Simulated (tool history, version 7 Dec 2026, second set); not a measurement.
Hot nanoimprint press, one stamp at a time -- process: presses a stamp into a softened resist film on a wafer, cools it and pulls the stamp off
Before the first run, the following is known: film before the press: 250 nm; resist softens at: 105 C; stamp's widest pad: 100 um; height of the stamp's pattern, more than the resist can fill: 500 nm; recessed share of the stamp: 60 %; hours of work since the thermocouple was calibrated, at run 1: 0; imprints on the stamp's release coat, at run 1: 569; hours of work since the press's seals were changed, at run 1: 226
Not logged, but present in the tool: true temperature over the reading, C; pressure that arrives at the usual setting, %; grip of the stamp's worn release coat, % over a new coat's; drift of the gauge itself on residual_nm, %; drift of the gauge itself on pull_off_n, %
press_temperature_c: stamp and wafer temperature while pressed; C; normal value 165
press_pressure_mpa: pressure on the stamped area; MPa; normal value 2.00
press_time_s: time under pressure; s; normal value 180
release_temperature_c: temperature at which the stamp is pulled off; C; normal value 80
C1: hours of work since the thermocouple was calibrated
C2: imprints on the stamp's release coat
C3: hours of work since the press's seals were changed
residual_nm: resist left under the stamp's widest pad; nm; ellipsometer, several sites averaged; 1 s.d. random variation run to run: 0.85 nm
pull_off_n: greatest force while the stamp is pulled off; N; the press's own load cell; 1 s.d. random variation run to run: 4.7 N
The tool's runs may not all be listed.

{"run": 1, "hour": 0.0, "press_temperature_c": 165, "press_pressure_mpa": 2.0, "press_time_s": 180, "release_temperature_c": 80, "C1": 0, "C2": 569, "C3": 226, "residual_nm": 114.5, "pull_off_n": 255}
{"run": 2, "hour": 11.5, "press_temperature_c": 165, "press_pressure_mpa": 2.0, "press_time_s": 180, "release_temperature_c": 80, "C1": 5, "C2": 595, "C3": 231, "residual_nm": 115.8, "pull_off_n": 262}
{"run": 3, "hour": 27.7, "press_temperature_c": 165, "press_pressure_mpa": 2.0, "press_time_s": 180, "release_temperature_c": 80, "C1": 11, "C2": 630, "C3": 237, "residual_nm": 115.5, "pull_off_n": 259}
{"run": 4, "hour": 40.4, "press_temperature_c": 165, "press_pressure_mpa": 2.0, "press_time_s": 180, "release_temperature_c": 80, "C1": 16, "C2": 658, "C3": 243, "residual_nm": 114.2, "pull_off_n": 260}
{"run": 5, "hour": 56.3, "press_temperature_c": 165, "press_pressure_mpa": 2.0, "press_time_s": 180, "release_temperature_c": 80, "C1": 23, "C2": 693, "C3": 249, "residual_nm": 115.7, "pull_off_n": 260}
{"run": 6, "hour": 66.1, "press_temperature_c": 165, "press_pressure_mpa": 2.0, "press_time_s": 180, "release_temperature_c": 80, "C1": 26, "C2": 715, "C3": 253, "residual_nm": 116.5, "pull_off_n": 272}
{"run": 7, "hour": 73.7, "press_temperature_c": 165, "press_pressure_mpa": 2.0, "press_time_s": 180, "release_temperature_c": 80, "C1": 30, "C2": 732, "C3": 256, "residual_nm": 115.3, "pull_off_n": 253}
{"run": 8, "hour": 87.1, "press_temperature_c": 165, "press_pressure_mpa": 3.15, "press_time_s": 180, "release_temperature_c": 80, "C1": 35, "C2": 761, "C3": 261, "residual_nm": 96.3, "pull_off_n": 260}
{"run": 9, "hour": 101.6, "press_temperature_c": 165, "press_pressure_mpa": 3.15, "press_time_s": 180, "release_temperature_c": 80, "C1": 41, "C2": 793, "C3": 267, "residual_nm": 95.2, "pull_off_n": 261}
{"run": 10, "hour": 113.3, "press_temperature_c": 165, "press_pressure_mpa": 3.15, "press_time_s": 180, "release_temperature_c": 80, "C1": 45, "C2": 819, "C3": 272, "residual_nm": 96.6, "pull_off_n": 268}
{"run": 11, "hour": 126.0, "press_temperature_c": 165, "press_pressure_mpa": 2.09, "press_time_s": 115, "release_temperature_c": 87, "C1": 50, "C2": 847, "C3": 277, "residual_nm": 135.6, "pull_off_n": 222}
{"run": 12, "hour": 139.6, "press_temperature_c": 170, "press_pressure_mpa": 2.31, "press_time_s": 180, "release_temperature_c": 80, "C1": 56, "C2": 877, "C3": 282, "residual_nm": 91.3, "pull_off_n": 272}
{"run": 13, "hour": 154.1, "press_temperature_c": 161, "press_pressure_mpa": 2.64, "press_time_s": 109, "release_temperature_c": 81, "C1": 62, "C2": 909, "C3": 288, "residual_nm": 143.9, "pull_off_n": 266}
{"run": 14, "hour": 161.2, "press_temperature_c": 165, "press_pressure_mpa": 1.48, "press_time_s": 180, "release_temperature_c": 80, "C1": 65, "C2": 925, "C3": 291, "residual_nm": 129.9, "pull_off_n": 277}
{"run": 15, "hour": 170.1, "press_temperature_c": 167, "press_pressure_mpa": 2.0, "press_time_s": 180, "release_temperature_c": 80, "C1": 68, "C2": 944, "C3": 295, "residual_nm": 108.4, "pull_off_n": 269}
{"run": 16, "hour": 178.5, "press_temperature_c": 167, "press_pressure_mpa": 2.0, "press_time_s": 180, "release_temperature_c": 80, "C1": 72, "C2": 963, "C3": 298, "residual_nm": 110.1, "pull_off_n": 272}
{"run": 17, "hour": 191.2, "press_temperature_c": 167, "press_pressure_mpa": 1.67, "press_time_s": 231, "release_temperature_c": 70, "C1": 77, "C2": 991, "C3": 303, "residual_nm": 105.6, "pull_off_n": 346}

Here are 3 independent what-if runs from the current tool condition. What would each one return?
{"run": "A", "hour": 206.7, "press_temperature_c": 167, "press_pressure_mpa": 2.2, "press_time_s": 231, "release_temperature_c": 79, "C1": 83, "C2": 1025, "C3": 309, "residual_nm": "?", "pull_off_n": "?"}
{"run": "B", "hour": 206.7, "press_temperature_c": 165, "press_pressure_mpa": 2.0, "press_time_s": 174, "release_temperature_c": 80, "C1": 83, "C2": 1025, "C3": 309, "residual_nm": "?", "pull_off_n": "?"}
{"run": "C", "hour": 206.7, "press_temperature_c": 165, "press_pressure_mpa": 2.43, "press_time_s": 180, "release_temperature_c": 69, "C1": 83, "C2": 1025, "C3": 309, "residual_nm": "?", "pull_off_n": "?"}

run=A residual_nm=93.5 pull_off_n=283
run=B residual_nm=118.7 pull_off_n=267
run=C residual_nm=108.0 pull_off_n=346
Take away the tool's hidden state, keep each run's random variation, and the runs would have read:
run=A residual_nm=90.8 pull_off_n=231
run=B residual_nm=115.6 pull_off_n=218
run=C residual_nm=104.9 pull_off_n=283

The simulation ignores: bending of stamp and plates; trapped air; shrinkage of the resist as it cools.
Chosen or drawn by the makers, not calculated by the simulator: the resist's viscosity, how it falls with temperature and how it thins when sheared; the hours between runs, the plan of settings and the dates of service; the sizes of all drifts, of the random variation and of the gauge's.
